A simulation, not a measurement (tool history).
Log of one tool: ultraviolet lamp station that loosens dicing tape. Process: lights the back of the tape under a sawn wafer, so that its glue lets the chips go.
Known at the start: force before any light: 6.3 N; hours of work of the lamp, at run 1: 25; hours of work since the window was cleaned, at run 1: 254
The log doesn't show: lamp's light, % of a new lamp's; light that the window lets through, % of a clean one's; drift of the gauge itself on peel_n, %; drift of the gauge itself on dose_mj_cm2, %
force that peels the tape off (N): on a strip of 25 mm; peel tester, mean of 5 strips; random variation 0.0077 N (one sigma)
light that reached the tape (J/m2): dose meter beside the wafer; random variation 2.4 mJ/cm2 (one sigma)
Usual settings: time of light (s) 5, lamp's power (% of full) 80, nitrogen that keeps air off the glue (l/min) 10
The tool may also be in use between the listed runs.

run    hour  time of light (s)  lamp's power (% of full)  nitrogen that keeps air off the glue (l/min)  hours of work of the lamp  hours of work since the window was cleaned  force that peels the tape off (N)  light that reached the tape (J/m2)
  1       0                  5                        80                                            10                         25                                         254                              0.294                                2640
  2    40.4                  5                        80                                            10                         56                                         284                              0.303                                2650
  3   100.9                  5                        80                                            10                        102                                         330                                0.3                                2630
  4   176.6                  5                        80                                            10                        159                                         387                              0.291                                2620
  5     229                  5                        80                                            10                        199                                         427                              0.286                                2590
  6   280.6                  5                        80                                            10                        238                                         466                              0.285                                2610
  7   355.7                  5                        80                                            10                        295                                         523                              0.301                                2610
        400  -- window cleaned of glue's vapour
  8   406.5                  5                        70                                            10                        333                                           5                              0.366                                2230
  9     481                  5                        70                                            10                        390                                          61                              0.366                                2300
 10   557.3                  5                        70                                            10                        448                                         119                              0.366                                2260
 11   629.7                  5                        70                                            10                        502                                         174                              0.358                                2310
 12   676.2                  5                        70                                            10                        538                                         210                              0.368                                2290
 13   716.8                  5                        70                                            10                        569                                         240                              0.357                                2300
 14   770.1                  5                        80                                            10                        609                                         281                              0.294                                2580
 15   836.2                  5                        80                                            10                        659                                         331                              0.287                                2630
 16   905.5                  5                        80                                            10                        712                                         384                               0.29                                2610
 17   971.3                  5                        80                                            10                        762                                         433                              0.305                                2580
 18  1008.7                  5                        80                                            10                        790                                         462                              0.301                                2610
 19  1065.7                  5                        80                                            10                        833                                         505                              0.298                                2640
 20  1123.4                  5                        80                                            10                        877                                         549                              0.292                                2620
       1135  -- window cleaned of glue's vapour
 21    1175                  5                        80                                            10                        916                                          30                              0.297                                2630
 22  1223.3                  4                        80                                             7                        952                                          67                              0.616                                2060
 23  1276.7                  7                        63                                            10                        993                                         108                              0.246                                2880
 24  1318.7                  7                        63                                             4                       1025                                         139                              0.521                                2870
 25  1382.7                  4                        80                                             9                       1073                                         188                              0.481                                2060
 26  1449.5                  2                        80                                             8                       1124                                         239                              1.659                                1020
 27  1507.2                  2                        80                                             8                       1168                                         282                              1.694                                1020
 28  1561.7                  2                        74                                             8                       1209                                         324                              1.841                                 940
 29  1640.4                  4                        74                                             8                       1269                                         383                              0.603                                1910
     1708.3  -- lamp changed
 30  1719.4                  2                        94                                             4                          8                                         443                              1.953                                1230
 31    1766                  2                        87                                            13                         44                                         478                              1.068                                1130

Run 32 comes next. What will it give?
 32  1840                  5                        80                                             6                        100                                         534                                  ?                                   ?

{"run 32": {"force that peels the tape off (N)": 0.435, "light that reached the tape (J/m2)": 2570}}
Without the tool's hidden state the same run would have given force that peels the tape off (N) 0.433, light that reached the tape (J/m2) 2580.
